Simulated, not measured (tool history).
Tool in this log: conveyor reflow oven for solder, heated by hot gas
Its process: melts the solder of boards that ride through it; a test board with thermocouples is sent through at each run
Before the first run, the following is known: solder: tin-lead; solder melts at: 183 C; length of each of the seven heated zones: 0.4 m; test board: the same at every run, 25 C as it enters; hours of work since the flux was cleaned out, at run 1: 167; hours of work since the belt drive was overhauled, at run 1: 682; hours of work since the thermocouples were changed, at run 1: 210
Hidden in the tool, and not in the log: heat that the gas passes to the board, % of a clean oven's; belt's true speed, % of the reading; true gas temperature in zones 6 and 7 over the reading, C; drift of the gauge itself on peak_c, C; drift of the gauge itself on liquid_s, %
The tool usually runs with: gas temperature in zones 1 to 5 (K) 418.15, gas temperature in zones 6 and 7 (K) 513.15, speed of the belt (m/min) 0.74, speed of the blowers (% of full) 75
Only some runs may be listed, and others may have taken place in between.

run     day  gas temperature in zones 1 to 5 (K)  gas temperature in zones 6 and 7 (K)  speed of the belt (m/min)  speed of the blowers (% of full)  hours of work since the flux was cleaned out  hours of work since the belt drive was overhauled  hours of work since the thermocouples were changed  highest temperature of the board (K)  time above the solder's melting point (s)
  1       0                               418.15                                513.15                       0.74                                75                                           167                                                682                                                 210                                497.67                                       55.3
      0.496  -- flux residue cleaned out of gas plates and filters
  2   3.896                               418.15                                513.15                       0.74                                75                                            52                                                739                                                 267                                498.66                                       56.3
  3   5.833                               418.15                                508.15                       0.74                                75                                            82                                                769                                                 297                                494.01                                         54
  4   8.825                               418.15                                508.15                       0.74                                75                                           128                                                815                                                 343                                493.83                                       53.9
     12.125  -- flux residue cleaned out of gas plates and filters
  5  12.267                               418.15                                508.15                       0.74                                75                                             2                                                865                                                 393                                494.63                                       54.3
  6  14.192                               419.15                                513.15                       0.74                                75                                            32                                                894                                                 422                                499.24                                       57.2
  7  17.162                               419.15                                513.15                       0.74                                68                                            78                                                940                                                 468                                 497.4                                       55.9
  8  20.571                               419.15                                513.15                       0.74                                79                                           130                                                993                                                 521                                499.37                                       57.3
     22.679  -- thermocouples of zones 6 and 7 changed
     23.858  -- flux residue cleaned out of gas plates and filters
  9  23.908                               419.15                                513.15                       0.74                                79                                             1                                               1039                                                  16                                 499.4                                       57.5
 10  27.175                               419.15                                513.15                       0.74                                79                                            51                                               1090                                                  66                                499.13                                       57.2
 11  30.954                               418.15                                513.15                       0.74                                75                                           109                                               1148                                                 124                                498.15                                       56.2
     32.529  -- belt drive overhauled, speed set with a stopwatch
 12  33.429                               418.15                                513.15                       0.74                                75                                           145                                                 14                                                 160                                497.28                                         55
     35.462  -- flux residue cleaned out of gas plates and filters
 13  35.883                               418.15                                513.15                       0.74                                75                                             6                                                 48                                                 194                                498.13                                       55.4
 14    37.7                               418.15                                513.15                       0.74                                75                                            34                                                 76                                                 222                                498.03                                       55.4
 15  40.979                               418.15                                513.15                       0.74                                75                                            85                                                127                                                 273                                497.83                                       55.4
 16  43.062                               418.15                                513.15                       0.74                                75                                           117                                                159                                                 305                                497.57                                       55.2
 17  45.488                               418.15                                513.15                       0.74                                79                                           154                                                196                                                 342                                498.26                                       55.5
     47.017  -- flux residue cleaned out of gas plates and filters
 18  47.425                               418.15                                513.15                       0.74                                79                                             6                                                223                                                 369                                499.19                                       56.2
 19  49.962                               418.15                                513.15                       0.74                                79                                            45                                                262                                                 408                                498.97                                         56
 20  52.425                               414.15                                513.15                       0.74                                84                                            83                                                300                                                 446                                499.19                                       55.2
 21  54.179                               414.15                                513.15                      0.677                                69                                           110                                                327                                                 473                                498.76                                       59.9
 22   57.25                               416.15                                513.15                      0.677                                87                                           158                                                374                                                 520                                501.97                                       62.6
     58.425  -- flux residue cleaned out of gas plates and filters
 23  59.367                               407.15                                519.15                      0.793                                57                                            15                                                404                                                 550                                494.45                                       46.3
     59.621  -- thermocouples of zones 6 and 7 changed
 24  61.483                               421.15                                513.15                      0.761                                75                                            46                                                435                                                  29                                497.14                                       54.5
 25  63.575                               424.15                                513.15                      0.761                                75                                            78                                                467                                                  61                                497.31                                       55.5
 26  65.912                               410.15                                513.15                      0.599                                73                                           114                                                503                                                  97                                501.46                                       68.7
 27  68.925                               426.15                                517.15                      0.669                                74                                           160                                                550                                                 143                                504.27                                       68.3
       69.9  -- flux residue cleaned out of gas plates and filters
 28   71.55                               432.15                                524.15                      0.737                                75                                            25                                                587                                                 181                                509.94                                       65.8
 29    73.6                               418.15                                513.15                       0.74                                52                                            57                                                619                                                 212                                491.91                                       51.6
 30  75.696                               418.15                                513.15                       0.74                                52                                            89                                                651                                                 244                                491.81                                       51.5

Predict each of these 4 candidate next runs independently; none follows another, all start after run 30:
  A  77.721                               418.15                                509.15                       0.74                                89                                           120                                                682                                                 276                                     ?                                          ?
  B  77.721                               423.15                                513.15                       0.74                                52                                           120                                                682                                                 276                                     ?                                          ?
  C  77.721                               418.15                                523.15                       0.74                                75                                           120                                                682                                                 276                                     ?                                          ?
  D  77.721                               416.15                                513.15                       0.74                                52                                           120                                                682                                                 276                                     ?                                          ?

run  highest temperature of the board (K)  time above the solder's melting point (s)
  A                                495.96                                         55
  B                                492.74                                       53.9
  C                                505.99                                       59.7
  D                                491.12                                       50.4
The same runs, with their run-to-run variation unchanged, on a tool lacking any hidden condition would have given:
run  highest temperature of the board (K)  time above the solder's melting point (s)
  A                                 497.2                                       55.1
  B                                493.69                                         54
  C                                507.24                                       59.6
  D                                 492.1                                       50.6
